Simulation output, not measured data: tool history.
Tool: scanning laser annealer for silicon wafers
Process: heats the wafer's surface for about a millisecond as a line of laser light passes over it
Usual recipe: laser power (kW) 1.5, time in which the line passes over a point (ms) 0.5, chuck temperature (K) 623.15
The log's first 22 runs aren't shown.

run     day  laser power (kW)  time in which the line passes over a point (ms)  chuck temperature (K)  hours of work since the window was cleaned  hours of work since the power meter was calibrated  hours of work since the optics were aligned  highest temperature of the surface (K)
 23   9.692             1.578                                            0.616                 636.15                                         284                                                 336                                         1102                                 1591.15
 24   9.996             1.578                                            0.616                 636.15                                         288                                                 339                                         1105                                 1592.15
 25  10.312             1.578                                            0.616                 636.15                                         291                                                 343                                         1109                                 1597.15
 26  10.842              1.37                                            0.547                 648.15                                         296                                                 348                                         1114                                 1417.15
 27   11.25             1.614                                            0.375                 656.15                                         300                                                 352                                         1118                                 1388.15
 28  11.704             1.614                                            0.375                 656.15                                         305                                                 357                                         1123                                 1390.15
 29  12.096               1.5                                            0.613                 654.15                                         309                                                 361                                         1127                                 1556.15
 30  12.354               1.5                                            0.613                 654.15                                         311                                                 363                                         1129                                 1560.15
 31  12.733             1.367                                              0.5                 648.15                                         315                                                 367                                         1133                                 1377.15
 32  13.225             1.524                                            0.599                 653.15                                         320                                                 372                                         1138                                 1562.15
 33  13.654              1.58                                            0.363                 636.15                                         325                                                 376                                         1143                                 1340.15
 34  13.979              1.58                                            0.363                 636.15                                         328                                                 380                                         1146                                 1340.15
 35  14.479              1.58                                            0.363                 659.15                                         333                                                 385                                         1151                                 1367.15
 36  14.917              1.58                                            0.363                 659.15                                         337                                                 389                                         1155                                 1364.15
 37  15.217             1.648                                              0.5                 623.15                                         340                                                 392                                         1158                                 1509.15
 38  15.488             1.648                                              0.5                 623.15                                         343                                                 395                                         1161                                 1512.15
 39  16.004             1.641                                            0.474                 660.15                                         349                                                 400                                         1166                                 1516.15
 40  16.525             1.641                                            0.474                 660.15                                         354                                                 406                                         1172                                 1515.15

What if the next run were any one of these 4? Each begins from the tool's condition after run 40:
  A  16.808             1.628                                            0.425                 660.15                                         357                                                 408                                         1175                                       ?
  B  16.808             1.425                                            0.381                 656.15                                         357                                                 408                                         1175                                       ?
  C  16.808             1.437                                            0.357                 660.15                                         357                                                 408                                         1175                                       ?
  D  16.808             1.473                                              0.5                 596.15                                         357                                                 408                                         1175                                       ?

run  highest temperature of the surface (K)
  A                                 1454.15
  B                                 1307.15
  C                                 1292.15
  D                                 1385.15
Take away the tool's hidden state, keep each run's random variation, and the runs would have read:
run  highest temperature of the surface (K)
  A                                 1454.15
  B                                 1307.15
  C                                 1292.15
  D                                 1385.15

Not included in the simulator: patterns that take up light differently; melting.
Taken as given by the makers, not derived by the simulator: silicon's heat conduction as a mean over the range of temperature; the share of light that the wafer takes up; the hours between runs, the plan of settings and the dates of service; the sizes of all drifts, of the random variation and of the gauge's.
